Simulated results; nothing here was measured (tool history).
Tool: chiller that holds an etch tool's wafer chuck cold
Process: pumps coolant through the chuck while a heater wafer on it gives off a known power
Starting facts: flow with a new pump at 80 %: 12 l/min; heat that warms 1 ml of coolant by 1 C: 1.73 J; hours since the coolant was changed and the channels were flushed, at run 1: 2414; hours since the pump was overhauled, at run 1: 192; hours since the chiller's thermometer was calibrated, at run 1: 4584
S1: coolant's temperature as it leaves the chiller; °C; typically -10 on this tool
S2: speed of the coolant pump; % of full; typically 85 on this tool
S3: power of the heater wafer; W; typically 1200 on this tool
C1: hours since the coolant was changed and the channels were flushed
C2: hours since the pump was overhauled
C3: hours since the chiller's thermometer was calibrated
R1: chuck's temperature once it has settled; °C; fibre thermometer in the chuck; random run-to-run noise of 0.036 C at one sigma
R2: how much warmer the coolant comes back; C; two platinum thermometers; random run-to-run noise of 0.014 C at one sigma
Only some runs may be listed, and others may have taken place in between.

| run | hour | S1 | S2 | S3 | C1 | C2 | C3 | R1 | R2 |
|---|---|---|---|---|---|---|---|---|---|
| 1 | 0 | -10 | 85 | 1200 | 2414 | 192 | 4584 | -3.1 | 3.25 |
| 2 | 26.8 | -10 | 85 | 1200 | 2440 | 219 | 4611 | -3.08 | 3.26 |
| 3 | 52.2 | -10 | 85 | 1200 | 2466 | 245 | 4636 | -3.1 | 3.28 |
| 4 | 84 | -10 | 85 | 1200 | 2497 | 276 | 4668 | -3.09 | 3.26 |
| 5 | 104 | -10 | 85 | 1200 | 2518 | 296 | 4688 | -3.07 | 3.26 |
| 6 | 119.9 | -10 | 85 | 1200 | 2533 | 312 | 4704 | -3.06 | 3.27 |
|  | 123.4 | chiller's thermometer calibrated |
| 7 | 139.6 | -10 | 73 | 1243 | 2552 | 331 | 16 | -1.99 | 3.95 |
| 8 | 166.6 | -3 | 89 | 1557 | 2579 | 358 | 43 | 5.47 | 4 |
| 9 | 186.3 | -3 | 89 | 1557 | 2599 | 378 | 63 | 5.41 | 4.01 |
| 10 | 211.5 | -10 | 66 | 1200 | 2624 | 403 | 88 | -1.53 | 4.24 |
| 11 | 234.8 | -19 | 66 | 1200 | 2647 | 426 | 111 | -10.45 | 4.22 |

The logged runs with the hidden state left out (each run's random variation unchanged):
What the log doesn't record here: heat passed by the chuck's channels, % of clean ones'; flow at a given pump speed, % of a new pump's; coolant's true temperature over the reading, C; drift of the gauge itself on chuck_c, C; drift of the gauge itself on warmer_back_c, C.
| run | R1 |
|---|---|
| 1 | -2.85 |
| 2 | -2.83 |
| 3 | -2.86 |
| 4 | -2.85 |
| 5 | -2.82 |
| 6 | -2.81 |
| 7 | -1.48 |
| 8 | 5.97 |
| 9 | 5.91 |
| 10 | -1.03 |
| 11 | -9.95 |
R2 without the hidden state stays within 0.02 C of what was measured, in all runs.
